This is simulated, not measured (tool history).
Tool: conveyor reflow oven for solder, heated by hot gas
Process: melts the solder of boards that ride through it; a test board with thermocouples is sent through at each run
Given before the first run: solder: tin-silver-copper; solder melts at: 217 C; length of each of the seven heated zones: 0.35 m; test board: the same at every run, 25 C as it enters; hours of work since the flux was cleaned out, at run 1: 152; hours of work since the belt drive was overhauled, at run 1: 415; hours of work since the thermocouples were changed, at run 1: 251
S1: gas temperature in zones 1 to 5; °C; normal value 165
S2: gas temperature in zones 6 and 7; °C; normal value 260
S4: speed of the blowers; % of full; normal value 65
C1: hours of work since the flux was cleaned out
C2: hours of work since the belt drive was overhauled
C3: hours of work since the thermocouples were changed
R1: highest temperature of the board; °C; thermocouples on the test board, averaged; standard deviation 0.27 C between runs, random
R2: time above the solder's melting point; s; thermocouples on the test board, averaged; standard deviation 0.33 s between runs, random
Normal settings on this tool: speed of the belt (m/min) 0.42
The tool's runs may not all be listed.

Run 1, hour 0: usual settings; C1 152; C2 415; C3 251. Result: R1 246.9 °C, R2 67.4 s.
Run 2, hour 14.5: usual settings; C1 162; C2 425; C3 261. Result: R1 247 °C, R2 67.1 s.
Run 3, hour 30.9: usual settings but S2 271 °C; C1 173; C2 436; C3 272. Result: R1 256.7 °C, R2 76.5 s.
Run 4, hour 44.9: usual settings but S2 271 °C; C1 183; C2 446; C3 282. Result: R1 256.5 °C, R2 76.3 s.
Run 5, hour 60.9: usual settings but S2 271 °C, S4 52 % of full; C1 194; C2 457; C3 293. Result: R1 253 °C, R2 71.6 s.
Run 6, hour 73.9: usual settings but S2 271 °C, S4 52 % of full; C1 203; C2 466; C3 302. Result: R1 252.5 °C, R2 71.6 s.
Run 7, hour 90: usual settings but S1 177 °C; C1 214; C2 477; C3 313. Result: R1 248 °C, R2 74.2 s.
Run 8, hour 106.3: usual settings but S1 177 °C; C1 225; C2 488; C3 324. Result: R1 247.7 °C, R2 74.5 s.
Run 9, hour 113.5: usual settings; C1 230; C2 493; C3 329. Result: R1 246.3 °C, R2 65.9 s.
Run 10, hour 121.9: usual settings but S4 69 % of full; C1 236; C2 499; C3 335. Result: R1 246.3 °C, R2 67.9 s.
Run 11, hour 131.7: usual settings but S4 69 % of full; C1 243; C2 506; C3 342. Result: R1 246.4 °C, R2 68.3 s.
Run 12, hour 146.6: usual settings but speed of the belt (m/min) 0.473, S4 69 % of full; C1 253; C2 516; C3 352. Result: R1 243 °C, R2 55.3 s.
Run 13, hour 155.8: usual settings; C1 259; C2 522; C3 359. Result: R1 246 °C, R2 66.4 s.
Run 14, hour 163.8: usual settings but S2 274 °C; C1 265; C2 528; C3 364. Result: R1 258.7 °C, R2 78.1 s.
Run 15, hour 179.7: usual settings but S4 66 % of full; C1 276; C2 539; C3 375. Result: R1 246.2 °C, R2 66.8 s.
Run 16, hour 197.1: usual settings but S2 273 °C, S4 53 % of full; C1 288; C2 551; C3 387. Result: R1 254.2 °C, R2 73 s.
Run 17, hour 207.9: usual settings but S1 151 °C, S2 256 °C, S4 53 % of full; C1 295; C2 558; C3 394. Result: R1 236.6 °C, R2 47.6 s.
Run 18, hour 221.2: usual settings but S2 252 °C, S4 83 % of full; C1 304; C2 567; C3 404. Result: R1 241.3 °C, R2 63 s.
Run 19, hour 232.6: usual settings but speed of the belt (m/min) 0.469, S4 80 % of full; C1 312; C2 575; C3 411. Result: R1 245.2 °C, R2 58.3 s.
Run 20, hour 244.5: usual settings but speed of the belt (m/min) 0.469, S4 80 % of full; C1 321; C2 583; C3 420. Result: R1 245.1 °C, R2 59.4 s.
Run 21, hour 261.4: usual settings but S1 174 °C, S2 263 °C, speed of the belt (m/min) 0.399, S4 69 % of full; C1 332; C2 595; C3 431. Result: R1 251.2 °C, R2 80.7 s.
Run 22, hour 272: usual settings but S1 174 °C, S2 263 °C, speed of the belt (m/min) 0.399, S4 69 % of full; C1 339; C2 602; C3 439. Result: R1 251.2 °C, R2 80.8 s.
Run 23, hour 282.3: usual settings but S1 154 °C, S2 263 °C, speed of the belt (m/min) 0.429, S4 59 % of full; C1 347; C2 610; C3 446. Result: R1 244.1 °C, R2 57.5 s.
Run 24, hour 291: usual settings but S1 154 °C, S2 263 °C, speed of the belt (m/min) 0.439; C1 353; C2 615; C3 452. Result: R1 245.2 °C, R2 57.6 s.
Run 25, hour 301.9: usual settings but S1 151 °C, S2 251 °C, speed of the belt (m/min) 0.356; C1 360; C2 623; C3 459. Result: R1 239.1 °C, R2 65.4 s.
Run 26, hour 317.9: usual settings but S1 154 °C, speed of the belt (m/min) 0.417, S4 82 % of full; C1 371; C2 634; C3 470. Result: R1 246.7 °C, R2 65.6 s.
Run 27, hour 330.7: usual settings but S1 154 °C, S2 259 °C, speed of the belt (m/min) 0.355, S4 82 % of full; C1 380; C2 643; C3 479. Result: R1 249.6 °C, R2 82.9 s.
Run 28, hour 346.8: usual settings but S1 154 °C, S2 259 °C, speed of the belt (m/min) 0.355, S4 82 % of full; C1 391; C2 654; C3 490. Result: R1 249.8 °C, R2 82.5 s.
At hour 352.8: flux residue cleaned out of gas plates and filters.
Run 29, hour 367.4: usual settings but speed of the belt (m/min) 0.457; C1 10; C2 665; C3 501. Result: R1 245 °C, R2 59.5 s.
Run 30, hour 383.1: usual settings but S1 176 °C, S2 274 °C, speed of the belt (m/min) 0.404, S4 59 % of full; C1 21; C2 675; C3 512. Result: R1 260.9 °C, R2 88 s.

Below are 5 alternative next runs, each starting from the tool's condition after run 30. Predict each:
Run A, hour 397.9: usual settings but S1 176 °C, S2 274 °C, speed of the belt (m/min) 0.474, S4 88 % of full; C1 31; C2 686; C3 522. Result: R1 ?, R2 ?.
Run B, hour 397.9: usual settings but S1 179 °C, S2 258 °C; C1 31; C2 686; C3 522. Result: R1 ?, R2 ?.
Run C, hour 397.9: usual settings but S1 176 °C, S2 274 °C, speed of the belt (m/min) 0.474, S4 59 % of full; C1 31; C2 686; C3 522. Result: R1 ?, R2 ?.
Run D, hour 397.9: usual settings but S1 163 °C, S2 274 °C, speed of the belt (m/min) 0.477, S4 80 % of full; C1 31; C2 686; C3 522. Result: R1 ?, R2 ?.
Run E, hour 397.9: usual settings but speed of the belt (m/min) 0.395; C1 31; C2 686; C3 522. Result: R1 ?, R2 ?.

run     R1    R2
  A  262.4  76.5
  B    247  75.2
  C  255.8  70.7
  D  258.7  68.2
  E  248.1  74.8
Without the tool's unlogged condition, the same runs would have read:
run     R1    R2
  A  264.1  77.1
  B  248.6  76.4
  C  257.4  71.5
  D  260.5  69.1
  E  249.8  76.1
